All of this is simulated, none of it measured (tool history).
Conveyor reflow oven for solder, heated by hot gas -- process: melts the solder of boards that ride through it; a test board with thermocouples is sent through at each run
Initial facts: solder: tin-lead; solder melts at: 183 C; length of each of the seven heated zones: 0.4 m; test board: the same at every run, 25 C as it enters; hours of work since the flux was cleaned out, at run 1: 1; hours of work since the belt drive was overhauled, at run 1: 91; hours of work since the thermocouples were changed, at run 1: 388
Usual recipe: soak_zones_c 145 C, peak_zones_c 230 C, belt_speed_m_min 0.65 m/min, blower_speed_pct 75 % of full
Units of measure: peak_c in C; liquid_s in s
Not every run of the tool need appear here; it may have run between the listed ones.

| run | day | soak_zones_c | peak_zones_c | belt_speed_m_min | blower_speed_pct | hours of work since the flux was cleaned out | hours of work since the belt drive was overhauled | hours of work since the thermocouples were changed | peak_c | liquid_s |
|---|---|---|---|---|---|---|---|---|---|---|
| 1 | 0 | 145 | 230 | 0.65 | 75 | 1 | 91 | 388 | 211.8 | 52.2 |
| 2 | 1.858 | 157 | 230 | 0.65 | 75 | 31 | 121 | 418 | 214 | 59.9 |
| 3 | 3.492 | 157 | 230 | 0.65 | 75 | 57 | 147 | 445 | 213.3 | 59.5 |
| 4 | 4.971 | 145 | 230 | 0.65 | 52 | 81 | 171 | 469 | 205.7 | 45.5 |
| 5 | 6.7 | 145 | 230 | 0.65 | 75 | 109 | 199 | 496 | 210.4 | 51.1 |
| 6 | 8.438 | 145 | 230 | 0.65 | 75 | 137 | 227 | 525 | 210.5 | 51.5 |
| 7 | 10.229 | 145 | 230 | 0.65 | 75 | 166 | 256 | 553 | 210.3 | 50.3 |
| 8 | 11.233 | 145 | 230 | 0.65 | 57 | 182 | 272 | 570 | 206.7 | 45.9 |
| 9 | 12.483 | 145 | 245 | 0.65 | 75 | 202 | 293 | 590 | 221.6 | 59.9 |
| 10 | 13.562 | 145 | 245 | 0.65 | 75 | 220 | 310 | 607 | 221.1 | 59.6 |
| 11 | 14.646 | 145 | 245 | 0.65 | 75 | 237 | 327 | 625 | 221.5 | 59.8 |
| 12 | 15.65 | 145 | 245 | 0.65 | 75 | 254 | 344 | 641 | 221 | 59.9 |
|  | 16.975 | flux residue cleaned out of gas plates and filters |
| 13 | 17.183 | 145 | 245 | 0.65 | 75 | 3 | 365 | 662 | 223.2 | 61.9 |
| 14 | 19.079 | 145 | 245 | 0.65 | 75 | 34 | 396 | 693 | 222.8 | 61.5 |
| 15 | 20.404 | 145 | 230 | 0.65 | 75 | 55 | 417 | 714 | 210.5 | 51.7 |
| 16 | 21.796 | 147 | 232 | 0.718 | 61 | 78 | 440 | 737 | 206.4 | 41.8 |
| 17 | 23.758 | 145 | 228 | 0.546 | 75 | 110 | 471 | 769 | 213.4 | 66 |
| 18 | 25.346 | 145 | 228 | 0.546 | 75 | 135 | 497 | 794 | 213.4 | 66.1 |
| 19 | 27.117 | 146 | 221 | 0.546 | 75 | 164 | 525 | 823 | 207.6 | 60.8 |
| 20 | 28.075 | 146 | 221 | 0.528 | 88 | 179 | 541 | 838 | 209.6 | 66.1 |
| 21 | 28.971 | 146 | 221 | 0.528 | 88 | 194 | 555 | 853 | 209.4 | 65.3 |
| 22 | 30.621 | 145 | 219 | 0.65 | 57 | 220 | 582 | 879 | 197.3 | 34.2 |
| 23 | 32.267 | 145 | 219 | 0.65 | 57 | 247 | 609 | 906 | 197 | 33.6 |
|  | 33.95 | flux residue cleaned out of gas plates and filters |
| 24 | 34.046 | 132 | 233 | 0.612 | 53 | 2 | 634 | 931 | 207.7 | 47.2 |
| 25 | 35.871 | 132 | 233 | 0.612 | 53 | 31 | 663 | 961 | 207.9 | 46.6 |
| 26 | 37.329 | 132 | 233 | 0.612 | 53 | 55 | 687 | 984 | 207.8 | 46.2 |
| 27 | 38.417 | 136 | 230 | 0.638 | 81 | 72 | 704 | 1002 | 210.3 | 49.9 |
| 28 | 39.654 | 138 | 235 | 0.739 | 50 | 92 | 724 | 1022 | 201 | 32 |
| 29 | 41.246 | 156 | 230 | 0.535 | 75 | 118 | 750 | 1048 | 217.5 | 76.9 |
| 30 | 42.542 | 145 | 230 | 0.65 | 81 | 139 | 771 | 1068 | 210.7 | 52.5 |

What would each run have given without the hidden state, its run-to-run variation left as it was?
Hidden conditions of the tool in this case: heat that the gas passes to the board, % of a clean oven's; belt's true speed, % of the reading; true gas temperature in zones 6 and 7 over the reading, C; drift of the gauge itself on peak_c, C; drift of the gauge itself on liquid_s, %.
| run | peak_c | liquid_s |
|---|---|---|
| 1 | 211.9 | 52.3 |
| 2 | 214.4 | 60.2 |
| 3 | 213.9 | 60.1 |
| 4 | 206.5 | 46.5 |
| 5 | 211.5 | 52.2 |
| 6 | 211.9 | 52.9 |
| 7 | 211.9 | 52.1 |
| 8 | 208.4 | 47.9 |
| 9 | 223.8 | 61.3 |
| 10 | 223.5 | 61.2 |
| 11 | 224.1 | 61.5 |
| 12 | 223.7 | 61.7 |
| 13 | 223.7 | 62 |
| 14 | 223.6 | 61.7 |
| 15 | 211.5 | 52.4 |
| 16 | 207.5 | 42.9 |
| 17 | 214.7 | 67 |
| 18 | 214.9 | 67.4 |
| 19 | 209.2 | 62.6 |
| 20 | 211.3 | 67.9 |
| 21 | 211.3 | 67.2 |
| 22 | 199.5 | 37.8 |
| 23 | 199.3 | 37.5 |
| 24 | 208 | 47.1 |
| 25 | 208.5 | 46.9 |
| 26 | 208.6 | 46.7 |
| 27 | 211.5 | 50.5 |
| 28 | 202.2 | 33 |
| 29 | 218.8 | 77.2 |
| 30 | 212.4 | 53.6 |
